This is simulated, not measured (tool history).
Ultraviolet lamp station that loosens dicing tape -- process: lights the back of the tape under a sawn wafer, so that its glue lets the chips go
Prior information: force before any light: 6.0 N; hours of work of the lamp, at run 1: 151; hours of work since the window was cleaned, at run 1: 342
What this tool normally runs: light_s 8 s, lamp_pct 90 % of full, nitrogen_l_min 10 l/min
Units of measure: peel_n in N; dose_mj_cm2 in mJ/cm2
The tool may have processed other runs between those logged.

run	hour	light_s	lamp_pct	nitrogen_l_min	hours of work of the lamp	hours of work since the window was cleaned	peel_n	dose_mj_cm2
1	0	8	90	10	151	342	0.641	560
2	5.2	8	90	10	155	345	0.658	562
3	13.5	8	90	10	161	351	0.659	557
4	24	8	90	10	168	358	0.674	549
5	29.7	8	90	10	171	362	0.676	553
6	33.9	8	90	10	174	364	0.649	549
7	42.1	8	90	10	180	370	0.665	554
8	47.8	8	90	10	184	374	0.671	545
9	55.7	8	90	10	189	379	0.701	545
10	62.2	8	90	10	193	384	0.684	541
11	71.9	8	90	10	200	390	0.693	540
12	78.1	8	90	10	204	394	0.693	535
13	87.1	8	90	18	210	400	0.523	541
14	95.4	8	90	18	216	406	0.55	532
15	101.9	8	90	12	220	410	0.652	532
16	108.1	8	90	12	225	415	0.654	533
17	113.7	8	90	12	228	418	0.677	529
18	123.7	8	90	10	235	425	0.738	527
19	131.9	8	90	10	241	431	0.743	520
20	138.3	5	90	10	245	435	1.528	324
21	145.5	5	92	10	250	440	1.515	332
22	150.9	8	87	10	253	444	0.794	505
# hour 152.3: window cleaned of glue's vapour
23	156.4	8	87	10	257	3	0.851	480
24	162.5	7	79	20	261	7	0.91	382
25	168.2	7	79	20	265	11	0.914	376
26	172.5	10	90	13	268	14	0.479	621
27	180.9	10	90	13	273	19	0.471	616
28	187.5	10	90	13	278	24	0.498	615
29	196.5	10	90	13	284	30	0.484	612
30	200.8	9	77	11	287	33	0.867	471
# hour 207.2: window cleaned of glue's vapour, once more
31	210.4	9	77	11	293	2	0.649	542
32	218.6	7	86	5	299	8	1.26	468
33	224.9	7	90	3	303	12	1.488	494
34	232.2	8	64	5	308	17	1.58	396
35	241.9	11	73	13	314	23	0.47	614
36	250.8	4	66	10	320	29	2.556	204
37	258.1	7	90	5	325	34	1.257	473
38	264.1	7	90	5	329	38	1.249	478
39	270.4	8	90	5	334	43	0.991	545
40	275.1	9	66	5	337	46	1.362	444
41	282.5	9	66	5	342	51	1.359	445
42	292.4	8	90	18	348	58	0.544	536
43	301.2	4	90	18	354	64	1.589	263

Branching from run 43: 4 alternative next runs. What would each branch give?
A	310	8	95	4	360	69	?	?
B	310	6	90	18	360	69	?	?
C	310	6	65	13	360	69	?	?
D	310	8	90	5	360	69	?	?

run	peel_n	dose_mj_cm2
A	1.097	556
B	0.891	398
C	1.615	289
D	1.052	532
Take away the tool's hidden state, keep each run's random variation, and the runs would have read:
run	peel_n	dose_mj_cm2
A	0.755	699
B	0.599	500
C	1.184	363
D	0.718	669
